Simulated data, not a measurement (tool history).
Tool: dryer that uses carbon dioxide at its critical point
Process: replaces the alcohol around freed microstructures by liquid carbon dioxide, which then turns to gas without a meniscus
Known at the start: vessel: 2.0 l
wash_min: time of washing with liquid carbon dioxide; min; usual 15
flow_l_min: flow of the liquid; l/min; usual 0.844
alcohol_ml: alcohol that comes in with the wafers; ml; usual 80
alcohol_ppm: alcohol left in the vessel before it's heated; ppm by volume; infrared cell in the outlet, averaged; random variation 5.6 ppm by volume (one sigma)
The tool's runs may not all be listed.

| run | hour | wash_min | flow_l_min | alcohol_ml | alcohol_ppm |
|---|---|---|---|---|---|
| 1 | 0.0 | 15 | 0.844 | 80 | 353 |
| 2 | 10.1 | 15 | 0.844 | 80 | 368 |
| 3 | 32.0 | 15 | 0.844 | 80 | 366 |
| 4 | 50.7 | 11 | 0.844 | 80 | 982 |
| 5 | 67.3 | 15 | 0.844 | 35 | 267 |
| 6 | 81.9 | 15 | 0.844 | 35 | 273 |
| 7 | 105.8 | 15 | 0.844 | 35 | 300 |
| 8 | 128.1 | 15 | 0.844 | 35 | 303 |
| 9 | 146.3 | 15 | 0.844 | 35 | 311 |
| 10 | 168.3 | 11 | 0.983 | 60 | 560 |
| 11 | 192.4 | 11 | 0.983 | 60 | 564 |
| 12 | 212.8 | 18 | 1.374 | 63 | 237 |
| 13 | 225.5 | 18 | 1.374 | 63 | 232 |
| 14 | 235.7 | 14 | 1.273 | 80 | 281 |

Some steps in alcohol_ppm between neighbouring runs. How much of each would the tool show without its hidden state too (settings, what came in, random variation), and how much is left for the hidden state, with any gauge scatter that isn't in both results?
The hidden state here: flow that reaches the vessel past the clogged filter, %; alcohol in the recycled carbon dioxide, ppm; drift of the gauge itself on alcohol_ppm, %.
Run 3 -> 4: wash_min 15 -> 11. alcohol_ppm +616 ppm by volume: hidden state +48, all else +568.
Run 4 -> 5: wash_min 11 -> 15, alcohol_ml 80 -> 35. alcohol_ppm -715 ppm by volume: hidden state -46, all else -669.
